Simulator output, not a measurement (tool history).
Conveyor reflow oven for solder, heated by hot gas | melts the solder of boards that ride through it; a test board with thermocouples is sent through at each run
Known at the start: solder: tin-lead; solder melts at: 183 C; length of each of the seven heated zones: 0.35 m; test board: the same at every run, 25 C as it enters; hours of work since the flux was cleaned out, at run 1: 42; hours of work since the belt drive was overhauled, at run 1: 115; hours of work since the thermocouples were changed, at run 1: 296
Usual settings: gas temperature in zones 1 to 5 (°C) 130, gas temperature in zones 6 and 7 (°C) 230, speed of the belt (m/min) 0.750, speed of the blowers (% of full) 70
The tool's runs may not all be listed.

run,hour,gas temperature in zones 1 to 5 (°C),gas temperature in zones 6 and 7 (°C),speed of the belt (m/min),speed of the blowers (% of full),hours of work since the flux was cleaned out,hours of work since the belt drive was overhauled,hours of work since the thermocouples were changed,highest temperature of the board (°C),time above the solder's melting point (s)
1,0.0,130,230,0.750,70,42,115,296,209.2,35.6
2,21.2,130,230,0.750,70,52,124,306,209.1,34.7
3,46.0,130,230,0.750,70,63,135,317,209.3,34.1
4,65.2,130,230,0.750,70,71,144,325,209.9,34.3
5,89.8,130,230,0.750,70,82,155,336,209.3,34.7
6,112.0,130,230,0.750,70,92,165,346,208.4,34.6
7,136.0,130,230,0.750,70,103,175,357,208.8,34.0
8,155.0,130,230,0.880,70,111,184,365,202.5,24.0
9,167.4,130,230,0.880,70,117,189,370,202.6,23.8
10,189.0,130,230,0.761,70,126,199,380,208.4,33.2
11,209.9,130,230,0.692,70,135,208,389,210.9,39.3
# hour 215.9: flux residue cleaned out of gas plates and filters
12,236.2,130,230,0.692,70,9,217,399,212.1,39.6
13,251.8,130,230,0.692,70,16,224,406,209.9,39.6
14,263.0,130,230,0.750,70,21,229,411,208.1,33.2
15,286.3,130,230,0.750,70,31,240,421,208.6,33.1
16,308.5,130,230,0.750,70,41,250,431,209.1,33.2
17,325.8,130,230,0.750,70,49,257,439,208.0,33.9
18,348.0,136,242,0.750,68,59,267,448,218.6,42.1

Run 19 comes next. What will it give?
19,364.0,136,229,0.778,85,66,274,456,?,?

highest temperature of the board (°C): 209.7
time above the solder's melting point (s): 35.7
Without the tool's hidden state the same run would have given highest temperature of the board (°C) 211.9, time above the solder's melting point (s) 37.3.

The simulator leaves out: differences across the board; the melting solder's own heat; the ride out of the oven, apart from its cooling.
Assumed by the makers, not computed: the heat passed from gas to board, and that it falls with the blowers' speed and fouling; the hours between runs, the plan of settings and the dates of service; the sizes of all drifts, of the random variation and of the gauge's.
